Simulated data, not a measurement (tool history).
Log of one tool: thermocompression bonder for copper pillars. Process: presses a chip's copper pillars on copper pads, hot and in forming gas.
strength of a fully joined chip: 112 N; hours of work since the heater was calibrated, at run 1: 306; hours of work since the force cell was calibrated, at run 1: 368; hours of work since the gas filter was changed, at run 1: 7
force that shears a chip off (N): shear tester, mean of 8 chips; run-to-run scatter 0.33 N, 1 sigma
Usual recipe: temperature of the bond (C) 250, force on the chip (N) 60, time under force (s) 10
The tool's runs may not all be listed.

run,day,temperature of the bond (C),force on the chip (N),time under force (s),hours of work since the heater was calibrated,hours of work since the force cell was calibrated,hours of work since the gas filter was changed,force that shears a chip off (N)
1,0,250,60,10,306,368,7,44.6
2,0.442,250,60,13,313,375,14,49.2
3,1.246,250,60,13,325,387,26,49.7
4,1.796,242,60,13,334,396,35,45.1
5,2.558,250,60,10,346,407,47,44.1
6,3.304,250,60,10,357,419,58,44
7,4.017,250,60,10,368,430,69,44.3
8,4.475,250,60,10,375,437,76,44.7
9,4.908,250,60,10,382,444,83,44.1
10,5.354,250,60,10,389,451,90,44.9
11,6.025,250,60,10,399,461,100,43.7
12,6.838,250,60,10,412,474,113,44.6
13,7.212,265,64,12,418,480,119,57.3
14,8.029,236,60,21,430,492,132,49
15,8.521,236,60,21,438,500,139,48.6
16,9.025,232,39,10,446,508,147,25.9
# day 9.142: force cell calibrated
17,9.558,262,60,10,453,6,154,49.4
18,9.992,259,60,30,460,13,161,69.2
19,10.567,221,62,12,469,22,170,32.1
20,11.1,242,45,5,477,30,178,23.5
21,11.654,247,60,15,486,39,187,47.9
22,12.304,250,60,24,496,49,197,58.1
23,12.696,250,60,24,502,55,203,58.4

5 ways to go on from here, each from the tool as it stands after run 23. What would each give?
A,13.267,262,60,6,511,64,212,?
B,13.267,236,78,26,511,64,212,?
C,13.267,250,60,19,511,64,212,?
D,13.267,264,60,10,511,64,212,?
E,13.267,244,37,24,511,64,212,?

run,force that shears a chip off (N)
A,40.6
B,58.6
C,53.7
D,49.7
E,41
The same runs, with their run-to-run variation unchanged, on a tool lacking any hidden condition would have given:
run,force that shears a chip off (N)
A,41.1
B,59.3
C,54.5
D,50.6
E,41.2
